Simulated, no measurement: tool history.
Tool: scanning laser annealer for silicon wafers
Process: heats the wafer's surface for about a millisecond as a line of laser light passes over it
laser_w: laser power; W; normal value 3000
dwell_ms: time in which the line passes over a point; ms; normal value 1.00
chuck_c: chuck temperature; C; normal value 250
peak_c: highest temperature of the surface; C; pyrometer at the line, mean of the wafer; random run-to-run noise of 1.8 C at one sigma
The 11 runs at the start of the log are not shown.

| run | hour | laser_w | dwell_ms | chuck_c | peak_c |
|---|---|---|---|---|---|
| 12 | 298.0 | 3006 | 1.00 | 250 | 938 |
| 13 | 323.7 | 3000 | 1.00 | 250 | 937 |
| 14 | 352.6 | 3000 | 1.00 | 250 | 939 |
| 15 | 379.5 | 3000 | 1.00 | 250 | 936 |
| 16 | 395.4 | 3000 | 1.00 | 250 | 936 |
| 17 | 425.1 | 3000 | 1.00 | 250 | 937 |
| 18 | 443.5 | 3000 | 1.00 | 250 | 937 |
| 19 | 476.6 | 3000 | 1.00 | 250 | 935 |
| 20 | 492.1 | 3016 | 0.85 | 258 | 887 |
| 21 | 510.1 | 3016 | 0.85 | 258 | 886 |
| 22 | 524.8 | 3016 | 0.85 | 258 | 887 |

Run 23 is up next; what results do you expect?
| 23 | 545.5 | 3258 | 0.74 | 242 | ? |

Run 23 gave peak_c 874 C.
The same run, on a tool lacking any hidden state, would have yielded peak_c 889 C.

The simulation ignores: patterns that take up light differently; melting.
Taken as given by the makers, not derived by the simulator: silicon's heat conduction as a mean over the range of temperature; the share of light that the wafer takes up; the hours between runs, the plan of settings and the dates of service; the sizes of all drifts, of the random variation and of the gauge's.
